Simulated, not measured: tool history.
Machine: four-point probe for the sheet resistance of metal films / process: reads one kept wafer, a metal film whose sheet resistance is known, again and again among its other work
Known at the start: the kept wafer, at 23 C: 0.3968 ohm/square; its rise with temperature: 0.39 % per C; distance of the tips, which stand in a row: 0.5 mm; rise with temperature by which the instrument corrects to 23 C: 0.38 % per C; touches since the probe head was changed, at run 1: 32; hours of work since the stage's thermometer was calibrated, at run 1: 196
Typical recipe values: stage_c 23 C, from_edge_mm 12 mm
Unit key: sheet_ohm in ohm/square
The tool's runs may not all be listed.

run	day	stage_c	from_edge_mm	touches since the probe head was changed	hours of work since the stage's thermometer was calibrated	sheet_ohm
1	0.000	23	12	32	196	0.395021
2	0.625	23	12	417	204	0.395077
3	1.121	23	12	724	210	0.395102
4	1.546	23	12	988	216	0.395121
5	1.917	23	12	1217	220	0.394911
6	2.450	24	12	1548	227	0.395071
7	3.008	24	28	1893	234	0.394904
8	3.625	24	28	2275	242	0.394824
9	3.921	23	36	2458	245	0.394751
10	4.475	23	8	2801	252	0.395695
11	5.075	23	8	3171	260	0.395505
12	5.612	23	8	3504	266	0.395483
13	6.342	23	8	3954	275	0.395612
14	6.754	23	8	4210	280	0.395572
15	7.054	23	8	4394	284	0.395503
16	7.579	23	8	4719	291	0.395553
# day 7.650: stage's thermometer calibrated
17	7.996	23	12	4964	4	0.395027
18	8.417	31	4	5226	10	0.398097
19	8.792	30	11	5456	14	0.395156
20	9.167	30	11	5690	19	0.395102
21	9.554	30	11	5928	24	0.395154
22	10.188	30	11	6321	32	0.395248
23	10.888	19	74	6753	40	0.394811
24	11.542	19	74	7158	48	0.394543
# day 11.825: stage's thermometer calibrated, once more
25	11.983	19	74	7420	2	0.394413
26	12.608	23	7	7806	10	0.395686
27	12.925	19	19	8001	14	0.394629

Hidden state or all else? Some run-to-run changes of sheet_ohm, split into what the settings, what came in and random variation would give without the hidden state, and what is left for the hidden state (with any gauge scatter that isn't in both results):
The tool's hidden condition here consists of: inner tips' distance over the nominal, %; tips' flats over new ones', %; wafer's true temperature over the reading, C; drift of the gauge itself on sheet_ohm, %.
Run 16 -> 17: from_edge_mm 8 -> 12, stage's thermometer calibrated. sheet_ohm -0.000526 ohm/square: hidden state +0.000033, all else -0.000559.
Run 17 -> 18: stage_c 23 -> 31, from_edge_mm 12 -> 4. sheet_ohm +0.003070 ohm/square: hidden state -0.000021, all else +0.003091.
Run 18 -> 19: stage_c 31 -> 30, from_edge_mm 4 -> 11. sheet_ohm -0.002941 ohm/square: hidden state +0.000012, all else -0.002953.
Run 24 -> 25: stage's thermometer calibrated, once more. sheet_ohm -0.000130 ohm/square: hidden state -0.000126, all else -0.000004.
